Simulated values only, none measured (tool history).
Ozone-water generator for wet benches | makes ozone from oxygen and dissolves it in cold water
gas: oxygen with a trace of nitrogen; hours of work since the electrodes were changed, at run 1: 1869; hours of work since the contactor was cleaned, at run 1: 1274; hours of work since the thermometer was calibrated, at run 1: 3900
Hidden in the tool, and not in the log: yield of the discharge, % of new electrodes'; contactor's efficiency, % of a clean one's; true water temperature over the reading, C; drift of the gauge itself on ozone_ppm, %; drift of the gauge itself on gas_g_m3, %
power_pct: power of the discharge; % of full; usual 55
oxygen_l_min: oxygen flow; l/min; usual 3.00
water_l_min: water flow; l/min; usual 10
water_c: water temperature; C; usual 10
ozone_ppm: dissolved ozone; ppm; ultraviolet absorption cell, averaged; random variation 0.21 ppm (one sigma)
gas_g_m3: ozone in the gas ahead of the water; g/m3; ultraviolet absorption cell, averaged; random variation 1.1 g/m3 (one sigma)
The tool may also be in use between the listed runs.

| run | day | power_pct | oxygen_l_min | water_l_min | water_c | hours of work since the electrodes were changed | hours of work since the contactor was cleaned | hours of work since the thermometer was calibrated | ozone_ppm | gas_g_m3 |
|---|---|---|---|---|---|---|---|---|---|---|
| 1 | 0.000 | 55 | 3.00 | 10 | 10 | 1869 | 1274 | 3900 | 28.9 | 200.6 |
|  | 0.308 | water thermometer calibrated |
| 2 | 2.929 | 55 | 3.00 | 10 | 10 | 1937 | 1341 | 60 | 29.2 | 201.1 |
| 3 | 5.008 | 55 | 3.00 | 10 | 10 | 1985 | 1389 | 108 | 28.8 | 200.6 |
| 4 | 8.438 | 55 | 3.00 | 10 | 10 | 2064 | 1468 | 188 | 29.0 | 200.2 |
| 5 | 10.379 | 55 | 3.00 | 10 | 10 | 2108 | 1513 | 232 | 29.3 | 197.3 |
| 6 | 14.062 | 55 | 3.00 | 10 | 10 | 2193 | 1598 | 317 | 28.8 | 198.1 |
| 7 | 17.921 | 55 | 3.00 | 10 | 5 | 2283 | 1687 | 406 | 30.7 | 197.6 |
| 8 | 21.500 | 55 | 3.00 | 10 | 5 | 2365 | 1769 | 489 | 30.5 | 200.8 |
| 9 | 23.550 | 55 | 3.00 | 10 | 5 | 2412 | 1817 | 536 | 30.6 | 199.0 |
| 10 | 26.325 | 55 | 3.00 | 10 | 10 | 2477 | 1881 | 600 | 28.5 | 199.1 |
| 11 | 29.921 | 55 | 3.00 | 10 | 10 | 2560 | 1964 | 683 | 28.2 | 198.6 |
| 12 | 32.258 | 55 | 3.00 | 6 | 10 | 2613 | 2018 | 737 | 40.5 | 196.0 |
| 13 | 36.321 | 55 | 3.00 | 6 | 10 | 2707 | 2111 | 831 | 40.4 | 195.5 |
| 14 | 39.617 | 55 | 3.00 | 6 | 10 | 2783 | 2187 | 907 | 40.3 | 194.4 |
| 15 | 42.233 | 43 | 3.15 | 11 | 7 | 2844 | 2248 | 967 | 21.9 | 157.0 |
| 16 | 44.262 | 55 | 3.00 | 7 | 10 | 2890 | 2295 | 1014 | 35.7 | 197.2 |
| 17 | 47.204 | 45 | 3.00 | 10 | 8 | 2958 | 2362 | 1082 | 24.4 | 165.4 |
| 18 | 51.175 | 81 | 2.77 | 10 | 12 | 3050 | 2454 | 1174 | 37.0 | 282.1 |
| 19 | 54.717 | 62 | 3.00 | 16 | 10 | 3132 | 2536 | 1256 | 20.7 | 217.4 |
| 20 | 58.488 | 62 | 3.14 | 14 | 7 | 3219 | 2623 | 1343 | 23.7 | 210.3 |
| 21 | 61.983 | 62 | 3.14 | 14 | 7 | 3299 | 2704 | 1423 | 23.8 | 211.4 |
| 22 | 65.375 | 62 | 3.14 | 14 | 7 | 3378 | 2782 | 1502 | 23.7 | 211.8 |
| 23 | 68.988 | 54 | 3.00 | 10 | 7 | 3461 | 2865 | 1585 | 28.2 | 191.2 |
| 24 | 71.942 | 54 | 1.90 | 10 | 7 | 3529 | 2933 | 1653 | 25.4 | 236.7 |
| 25 | 75.146 | 55 | 3.03 | 8 | 10 | 3603 | 3007 | 1727 | 32.3 | 195.7 |
| 26 | 77.054 | 55 | 5.18 | 14 | 13 | 3647 | 3051 | 1771 | 20.7 | 149.2 |
| 27 | 80.296 | 55 | 5.18 | 14 | 13 | 3722 | 3126 | 1846 | 20.5 | 151.2 |
| 28 | 82.029 | 55 | 3.00 | 16 | 8 | 3762 | 3166 | 1886 | 18.4 | 193.1 |

Forecast each of these 3 alternatives for the next run:
| A | 85.096 | 79 | 5.06 | 10 | 8 | 3833 | 3237 | 1957 | ? | ? |
| B | 85.096 | 55 | 1.50 | 10 | 10 | 3833 | 3237 | 1957 | ? | ? |
| C | 85.096 | 61 | 3.00 | 16 | 8 | 3833 | 3237 | 1957 | ? | ? |

| run | ozone_ppm | gas_g_m3 |
|---|---|---|
| A | 38.8 | 205.0 |
| B | 23.9 | 261.1 |
| C | 19.5 | 211.5 |
Without the tool's hidden state the same runs would have given:
| run | ozone_ppm | gas_g_m3 |
|---|---|---|
| A | 45.4 | 225.6 |
| B | 27.2 | 279.5 |
| C | 22.8 | 228.2 |
